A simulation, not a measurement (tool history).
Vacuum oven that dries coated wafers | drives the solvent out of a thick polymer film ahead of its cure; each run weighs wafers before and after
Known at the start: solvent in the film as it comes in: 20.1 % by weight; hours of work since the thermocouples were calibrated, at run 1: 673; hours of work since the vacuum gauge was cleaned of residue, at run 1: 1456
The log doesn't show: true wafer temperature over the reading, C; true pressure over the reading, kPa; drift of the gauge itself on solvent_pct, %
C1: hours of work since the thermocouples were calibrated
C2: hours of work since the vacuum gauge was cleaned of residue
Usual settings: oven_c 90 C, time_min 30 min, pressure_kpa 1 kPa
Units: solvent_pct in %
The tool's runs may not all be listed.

{"run": 1, "hour": 0.0, "oven_c": 90, "time_min": 30, "pressure_kpa": 1, "C1": 673, "C2": 1456, "solvent_pct": 4.4}
{"run": 2, "hour": 69.9, "oven_c": 90, "time_min": 30, "pressure_kpa": 1, "C1": 725, "C2": 1508, "solvent_pct": 4.3}
{"hour": 89.6, "done": "oven's thermocouples calibrated"}
{"run": 3, "hour": 171.1, "oven_c": 90, "time_min": 20, "pressure_kpa": 1, "C1": 61, "C2": 1582, "solvent_pct": 6.17}
{"run": 4, "hour": 241.3, "oven_c": 90, "time_min": 30, "pressure_kpa": 1.91, "C1": 113, "C2": 1634, "solvent_pct": 4.27}
{"run": 5, "hour": 311.5, "oven_c": 90, "time_min": 30, "pressure_kpa": 1.91, "C1": 165, "C2": 1686, "solvent_pct": 4.3}
{"run": 6, "hour": 385.4, "oven_c": 91, "time_min": 30, "pressure_kpa": 1, "C1": 221, "C2": 1741, "solvent_pct": 3.64}
{"run": 7, "hour": 459.1, "oven_c": 90, "time_min": 30, "pressure_kpa": 0.92, "C1": 276, "C2": 1796, "solvent_pct": 4.1}
{"run": 8, "hour": 548.8, "oven_c": 90, "time_min": 30, "pressure_kpa": 0.92, "C1": 342, "C2": 1863, "solvent_pct": 4.14}
{"run": 9, "hour": 632.6, "oven_c": 80, "time_min": 30, "pressure_kpa": 1, "C1": 405, "C2": 1926, "solvent_pct": 8.94}
{"run": 10, "hour": 720.2, "oven_c": 80, "time_min": 30, "pressure_kpa": 1, "C1": 470, "C2": 1991, "solvent_pct": 8.53}
{"run": 11, "hour": 824.2, "oven_c": 90, "time_min": 34, "pressure_kpa": 1, "C1": 548, "C2": 2069, "solvent_pct": 3.65}
{"run": 12, "hour": 893.0, "oven_c": 90, "time_min": 34, "pressure_kpa": 1, "C1": 599, "C2": 2120, "solvent_pct": 3.83}
{"run": 13, "hour": 947.6, "oven_c": 90, "time_min": 30, "pressure_kpa": 1, "C1": 640, "C2": 2161, "solvent_pct": 4.63}
{"run": 14, "hour": 1048.4, "oven_c": 90, "time_min": 30, "pressure_kpa": 1, "C1": 715, "C2": 2236, "solvent_pct": 4.39}
{"hour": 1078.1, "done": "oven's thermocouples calibrated"}
{"run": 15, "hour": 1146.7, "oven_c": 82, "time_min": 30, "pressure_kpa": 1, "C1": 51, "C2": 2308, "solvent_pct": 7.59}
{"run": 16, "hour": 1232.7, "oven_c": 90, "time_min": 38, "pressure_kpa": 1, "C1": 115, "C2": 2372, "solvent_pct": 3.02}
{"run": 17, "hour": 1289.2, "oven_c": 90, "time_min": 38, "pressure_kpa": 1.28, "C1": 157, "C2": 2414, "solvent_pct": 3.12}
{"run": 18, "hour": 1336.3, "oven_c": 90, "time_min": 38, "pressure_kpa": 1.28, "C1": 193, "C2": 2449, "solvent_pct": 3.21}
{"run": 19, "hour": 1427.9, "oven_c": 90, "time_min": 38, "pressure_kpa": 1.51, "C1": 261, "C2": 2517, "solvent_pct": 3.3}
{"run": 20, "hour": 1479.3, "oven_c": 90, "time_min": 38, "pressure_kpa": 1.51, "C1": 299, "C2": 2556, "solvent_pct": 3.33}
{"run": 21, "hour": 1555.2, "oven_c": 90, "time_min": 38, "pressure_kpa": 1.51, "C1": 356, "C2": 2612, "solvent_pct": 3.51}
{"run": 22, "hour": 1632.7, "oven_c": 90, "time_min": 38, "pressure_kpa": 1.51, "C1": 414, "C2": 2670, "solvent_pct": 3.41}
{"run": 23, "hour": 1719.5, "oven_c": 90, "time_min": 30, "pressure_kpa": 1, "C1": 478, "C2": 2735, "solvent_pct": 4.33}
{"run": 24, "hour": 1774.9, "oven_c": 90, "time_min": 41, "pressure_kpa": 0.71, "C1": 520, "C2": 2776, "solvent_pct": 2.85}

Forecast run 25:
{"run": 25, "hour": 1818.2, "oven_c": 89, "time_min": 49, "pressure_kpa": 0.71, "C1": 552, "C2": 2808, "solvent_pct": "?"}

{"run 25": {"solvent_pct": 2.59}}
Without the tool's hidden state the same run would have given solvent_pct 1.77 %.
